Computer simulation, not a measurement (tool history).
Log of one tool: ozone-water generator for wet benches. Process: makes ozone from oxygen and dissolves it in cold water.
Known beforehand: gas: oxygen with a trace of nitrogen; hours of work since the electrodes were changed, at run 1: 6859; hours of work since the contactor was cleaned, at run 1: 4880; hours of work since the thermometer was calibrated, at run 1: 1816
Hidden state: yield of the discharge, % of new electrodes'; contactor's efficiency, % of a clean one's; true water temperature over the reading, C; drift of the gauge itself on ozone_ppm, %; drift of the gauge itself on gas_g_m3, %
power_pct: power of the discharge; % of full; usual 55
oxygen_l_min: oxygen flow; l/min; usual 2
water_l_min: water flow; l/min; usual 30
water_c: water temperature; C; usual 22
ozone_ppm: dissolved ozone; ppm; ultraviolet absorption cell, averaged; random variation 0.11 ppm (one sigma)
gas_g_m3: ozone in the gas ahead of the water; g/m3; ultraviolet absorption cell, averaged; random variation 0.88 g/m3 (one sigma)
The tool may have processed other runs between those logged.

run,hour,power_pct,oxygen_l_min,water_l_min,water_c,hours of work since the electrodes were changed,hours of work since the contactor was cleaned,hours of work since the thermometer was calibrated,ozone_ppm,gas_g_m3
1,0,55,2,30,22,6859,4880,1816,6.3,144.6
2,104,55,2,30,22,6946,4967,1903,6.3,146.1
3,271.7,55,2,30,22,7087,5108,2043,6.4,145.1
4,472.4,55,2,30,22,7255,5276,2211,6.3,148
5,603.1,55,2,39,22,7364,5385,2321,4.9,145.4
6,768.3,55,2,39,22,7503,5524,2459,4.7,145.6
7,876.9,55,2,39,22,7594,5614,2550,4.7,145.4
8,1087.8,55,2,39,22,7770,5791,2727,4.7,145.9
# hour 1133.5: contactor cleaned
9,1270.4,55,2.3,30,22,7920,115,2876,6.8,139.6
10,1427,55,2.3,30,22,8051,246,3007,6.5,140.9
11,1647.6,55,2.3,30,22,8236,431,3192,6.8,138.9
12,1814.9,55,2.3,30,22,8376,571,3332,6.8,139.2
13,1973.4,55,2.3,30,22,8509,703,3465,6.9,140
14,2144.4,55,2.3,30,22,8652,847,3608,6.7,138.4
15,2330.2,55,2.3,30,22,8808,1002,3764,6.8,139.3
16,2461.5,55,1.12,30,22,8918,1112,3874,4.7,173.3

Run 17 is up next; what results do you expect?
17,2607.6,55,1.12,30,22,9040,1235,3996,?,?

Run 17 measured ozone_ppm 4.7 ppm, gas_g_m3 172.7 g/m3.
With the hidden condition absent and the run-to-run variation left alone, this run would have shown ozone_ppm 4.7 ppm, gas_g_m3 172.9 g/m3.

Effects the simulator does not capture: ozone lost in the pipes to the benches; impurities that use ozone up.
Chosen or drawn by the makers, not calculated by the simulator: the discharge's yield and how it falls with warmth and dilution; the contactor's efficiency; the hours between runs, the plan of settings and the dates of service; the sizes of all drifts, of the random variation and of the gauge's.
